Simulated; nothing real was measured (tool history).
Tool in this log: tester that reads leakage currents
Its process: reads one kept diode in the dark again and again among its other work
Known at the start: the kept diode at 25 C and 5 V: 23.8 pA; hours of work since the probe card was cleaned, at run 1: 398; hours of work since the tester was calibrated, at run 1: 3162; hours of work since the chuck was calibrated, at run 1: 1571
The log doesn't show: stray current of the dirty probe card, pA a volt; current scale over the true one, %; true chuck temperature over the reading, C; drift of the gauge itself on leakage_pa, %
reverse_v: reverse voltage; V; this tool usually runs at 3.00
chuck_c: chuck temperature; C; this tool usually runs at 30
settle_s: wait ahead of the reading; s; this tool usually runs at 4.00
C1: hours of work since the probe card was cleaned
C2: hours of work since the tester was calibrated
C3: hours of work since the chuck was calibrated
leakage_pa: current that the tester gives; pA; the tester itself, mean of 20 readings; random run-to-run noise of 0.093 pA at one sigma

Run 1, hour 0.0: usual settings; C1 398; C2 3162; C3 1571. Result: leakage_pa 30.08 pA.
Run 2, hour 128.8: usual settings; C1 469; C2 3232; C3 1641. Result: leakage_pa 30.34 pA.
Run 3, hour 273.3: usual settings; C1 547; C2 3310; C3 1719. Result: leakage_pa 30.77 pA.
Run 4, hour 508.2: usual settings but chuck_c 46 C; C1 675; C2 3438; C3 1847. Result: leakage_pa 88.98 pA.
Run 5, hour 715.1: usual settings but chuck_c 46 C, settle_s 7.93 s; C1 787; C2 3551; C3 1960. Result: leakage_pa 89.81 pA.
Run 6, hour 893.7: usual settings; C1 885; C2 3648; C3 2057. Result: leakage_pa 32.36 pA.
At hour 1043.4: chuck's temperature calibrated.
Run 7, hour 1045.6: usual settings; C1 966; C2 3729; C3 1. Result: leakage_pa 29.61 pA.
Run 8, hour 1198.1: usual settings; C1 1049; C2 3812; C3 84. Result: leakage_pa 30.05 pA.
Run 9, hour 1319.9: usual settings; C1 1115; C2 3879; C3 150. Result: leakage_pa 30.11 pA.
Run 10, hour 1504.1: usual settings; C1 1215; C2 3979; C3 251. Result: leakage_pa 30.68 pA.
Run 11, hour 1701.5: usual settings but chuck_c 50 C; C1 1323; C2 4086; C3 358. Result: leakage_pa 108.98 pA.
Run 12, hour 1851.8: usual settings but chuck_c 50 C; C1 1405; C2 4168; C3 440. Result: leakage_pa 109.06 pA.
Run 13, hour 1971.0: usual settings but chuck_c 50 C; C1 1469; C2 4233; C3 504. Result: leakage_pa 109.52 pA.
Run 14, hour 2103.6: usual settings but chuck_c 50 C; C1 1542; C2 4305; C3 577. Result: leakage_pa 110.35 pA.
Run 15, hour 2249.6: usual settings but chuck_c 50 C; C1 1621; C2 4384; C3 656. Result: leakage_pa 111.19 pA.
Run 16, hour 2352.5: usual settings; C1 1677; C2 4440; C3 712. Result: leakage_pa 33.09 pA.
Run 17, hour 2492.1: usual settings; C1 1753; C2 4516; C3 788. Result: leakage_pa 33.35 pA.
Run 18, hour 2683.4: usual settings; C1 1857; C2 4620; C3 892. Result: leakage_pa 33.76 pA.
At hour 2749.6: probe card cleaned and baked.
Run 19, hour 2885.2: usual settings; C1 74; C2 4728; C3 1000. Result: leakage_pa 28.25 pA.
Run 20, hour 2991.0: usual settings; C1 131; C2 4786; C3 1058. Result: leakage_pa 28.34 pA.
Run 21, hour 3202.6: usual settings but reverse_v 2.99 V; C1 246; C2 4901; C3 1173. Result: leakage_pa 29.01 pA.
Run 22, hour 3345.6: usual settings but chuck_c 53 C, settle_s 8.63 s; C1 324; C2 4979; C3 1250. Result: leakage_pa 133.06 pA.
At hour 3358.6: tester calibrated.
Run 23, hour 3561.3: usual settings but reverse_v 5.31 V, chuck_c 53 C, settle_s 7.63 s; C1 440; C2 110; C3 1367. Result: leakage_pa 186.00 pA.
Run 24, hour 3722.9: usual settings but settle_s 8.31 s; C1 528; C2 198; C3 1455. Result: leakage_pa 30.46 pA.
Run 25, hour 3855.5: usual settings but settle_s 8.31 s; C1 600; C2 270; C3 1527. Result: leakage_pa 30.76 pA.
Run 26, hour 4027.4: usual settings but reverse_v 3.21 V; C1 694; C2 364; C3 1620. Result: leakage_pa 32.53 pA.
At hour 4085.2: tester calibrated, once more.
Run 27, hour 4143.8: usual settings but reverse_v 1.13 V, chuck_c 22 C, settle_s 1.35 s; C1 756; C2 32; C3 1682. Result: leakage_pa 10.21 pA.
Run 28, hour 4333.5: usual settings but reverse_v 1.13 V, chuck_c 20 C, settle_s 1.35 s; C1 859; C2 135; C3 1786. Result: leakage_pa 9.03 pA.
Run 29, hour 4444.5: usual settings but reverse_v 1.19 V, chuck_c 27 C, settle_s 0.84 s; C1 920; C2 195; C3 1846. Result: leakage_pa 15.20 pA.
Run 30, hour 4574.8: usual settings but reverse_v 1.19 V, chuck_c 27 C, settle_s 0.84 s; C1 991; C2 266; C3 1917. Result: leakage_pa 15.27 pA.
Run 31, hour 4764.8: usual settings but reverse_v 1.19 V, chuck_c 27 C, settle_s 0.84 s; C1 1094; C2 370; C3 2020. Result: leakage_pa 15.47 pA.
At hour 4977.0: chuck's temperature calibrated.
Run 32, hour 5000.1: usual settings but chuck_c 32 C, settle_s 1.46 s; C1 1221; C2 496; C3 13. Result: leakage_pa 34.45 pA.
Run 33, hour 5175.7: usual settings but chuck_c 32 C, settle_s 1.46 s; C1 1316; C2 592; C3 108. Result: leakage_pa 34.93 pA.
Run 34, hour 5290.0: usual settings but reverse_v 3.63 V, settle_s 4.81 s; C1 1378; C2 654; C3 170. Result: leakage_pa 34.84 pA.
Run 35, hour 5420.5: usual settings but reverse_v 17.06 V, chuck_c 31 C; C1 1449; C2 725; C3 241. Result: leakage_pa 103.94 pA.
Run 36, hour 5551.0: usual settings but reverse_v 1.96 V, settle_s 2.70 s; C1 1520; C2 796; C3 312. Result: leakage_pa 23.98 pA.
Run 37, hour 5698.3: usual settings but reverse_v 1.73 V; C1 1600; C2 876; C3 392. Result: leakage_pa 22.61 pA.
Run 38, hour 5804.9: usual settings but reverse_v 10.73 V, chuck_c 35 C, settle_s 0.84 s; C1 1658; C2 934; C3 450. Result: leakage_pa 100.77 pA.

A few steps of leakage_pa between consecutive runs. Split each: what settings, incoming material and random variation would produce without the hidden state, and what is left over for the hidden state, along with gauge scatter present in only one of the two compared results (measured, and without hidden state):
Run 21 -> 22: reverse_v 2.99 -> 3.00, chuck_c 30 -> 53, settle_s 4.00 -> 8.63. leakage_pa +104.05 pA: hidden state +7.84, all else +96.21.
Run 23 -> 24: reverse_v 5.31 -> 3.00, chuck_c 53 -> 30, settle_s 7.63 -> 8.31. leakage_pa -155.54 pA: hidden state -12.99, all else -142.55.
Run 34 -> 35: reverse_v 3.63 -> 17.06, chuck_c 30 -> 31, settle_s 4.81 -> 4.00. leakage_pa +69.10 pA: hidden state +22.74, all else +46.36.
Run 35 -> 36: reverse_v 17.06 -> 1.96, chuck_c 31 -> 30, settle_s 4.00 -> 2.70. leakage_pa -79.96 pA: hidden state -24.96, all else -55.00.
Run 37 -> 38: reverse_v 1.73 -> 10.73, chuck_c 30 -> 35, settle_s 4.00 -> 0.84. leakage_pa +78.16 pA: hidden state +18.32, all else +59.84.
